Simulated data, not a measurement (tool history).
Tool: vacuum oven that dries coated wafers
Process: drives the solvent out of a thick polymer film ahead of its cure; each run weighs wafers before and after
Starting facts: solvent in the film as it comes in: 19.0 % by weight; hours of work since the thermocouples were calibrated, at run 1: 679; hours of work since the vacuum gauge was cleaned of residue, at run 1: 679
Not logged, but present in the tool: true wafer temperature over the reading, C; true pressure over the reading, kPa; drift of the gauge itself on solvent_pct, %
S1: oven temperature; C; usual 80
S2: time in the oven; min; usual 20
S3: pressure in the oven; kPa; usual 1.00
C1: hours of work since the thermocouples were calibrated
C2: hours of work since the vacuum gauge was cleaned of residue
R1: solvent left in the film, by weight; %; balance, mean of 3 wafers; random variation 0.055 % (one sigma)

Run 1, hour 0.0: usual settings; C1 679; C2 679. Result: R1 2.29 %.
Run 2, hour 68.8: usual settings; C1 723; C2 723. Result: R1 2.28 %.
Run 3, hour 133.4: usual settings but S1 92 C; C1 765; C2 765. Result: R1 0.73 %.
Run 4, hour 200.4: usual settings but S1 92 C; C1 809; C2 809. Result: R1 0.73 %.
Run 5, hour 244.4: usual settings but S3 1.92 kPa; C1 838; C2 838. Result: R1 3.03 %.
Run 6, hour 301.5: usual settings but S2 23 min, S3 1.92 kPa; C1 875; C2 875. Result: R1 2.82 %.
Run 7, hour 357.4: usual settings but S2 23 min, S3 1.92 kPa; C1 911; C2 911. Result: R1 2.74 %.
Run 8, hour 389.1: usual settings; C1 932; C2 932. Result: R1 2.10 %.
Run 9, hour 438.2: usual settings; C1 963; C2 963. Result: R1 2.22 %.
Run 10, hour 494.7: usual settings but S2 12 min; C1 1000; C2 1000. Result: R1 4.16 %.
Run 11, hour 563.3: usual settings; C1 1045; C2 1045. Result: R1 2.15 %.
At hour 589.6: oven's thermocouples calibrated.
Run 12, hour 628.3: usual settings but S2 31 min; C1 25; C2 1086. Result: R1 1.25 %.
Run 13, hour 673.2: usual settings but S2 31 min; C1 54; C2 1115. Result: R1 1.41 %.
Run 14, hour 713.1: usual settings but S2 31 min; C1 80; C2 1141. Result: R1 1.28 %.
Run 15, hour 773.7: usual settings but S3 0.77 kPa; C1 120; C2 1180. Result: R1 2.08 %.
Run 16, hour 826.8: usual settings but S1 68 C, S2 25 min; C1 154; C2 1215. Result: R1 5.77 %.
Run 17, hour 871.4: usual settings but S1 68 C, S2 25 min; C1 183; C2 1244. Result: R1 5.75 %.
Run 18, hour 904.6: usual settings but S2 25 min, S3 1.22 kPa; C1 205; C2 1265. Result: R1 1.98 %.
Run 19, hour 950.0: usual settings but S1 90 C; C1 234; C2 1295. Result: R1 0.77 %.
Run 20, hour 980.1: usual settings but S1 94 C, S2 23 min, S3 2.67 kPa; C1 254; C2 1314. Result: R1 1.63 %.
Run 21, hour 1029.0: usual settings but S1 70 C, S2 16 min, S3 1.28 kPa; C1 286; C2 1346. Result: R1 7.38 %.
Run 22, hour 1082.4: usual settings but S1 75 C, S3 1.11 kPa; C1 320; C2 1381. Result: R1 3.92 %.
Run 23, hour 1128.3: usual settings but S1 94 C, S2 32 min, S3 0.73 kPa; C1 350; C2 1411. Result: R1 0.46 %.
Run 24, hour 1193.5: usual settings but S1 71 C, S2 15 min, S3 1.26 kPa; C1 393; C2 1453. Result: R1 7.29 %.
Run 25, hour 1229.6: usual settings but S2 29 min; C1 416; C2 1477. Result: R1 1.43 %.
Run 26, hour 1272.8: usual settings but S1 81 C, S2 15 min, S3 1.06 kPa; C1 444; C2 1505. Result: R1 2.96 %.
Run 27, hour 1328.3: usual settings but S1 81 C, S2 12 min, S3 0.81 kPa; C1 480; C2 1541. Result: R1 3.81 %.
Run 28, hour 1381.0: usual settings but S1 81 C, S2 12 min, S3 0.81 kPa; C1 514; C2 1575. Result: R1 3.80 %.

Each row is a separate what-if for the run after 28, all from the same tool condition, not one after another. Results?
Run A, hour 1431.1: usual settings but S1 68 C, S2 24 min, S3 2.77 kPa; C1 547; C2 1608. Result: R1 ?.
Run B, hour 1431.1: usual settings but S1 81 C, S2 12 min, S3 0.98 kPa; C1 547; C2 1608. Result: R1 ?.
Run C, hour 1431.1: usual settings but S1 90 C, S2 12 min, S3 1.76 kPa; C1 547; C2 1608. Result: R1 ?.

run    R1
  A  8.19
  B  3.98
  C  1.85
Without the tool's hidden state the same runs would have given:
run    R1
  A  8.18
  B  3.97
  C  1.84
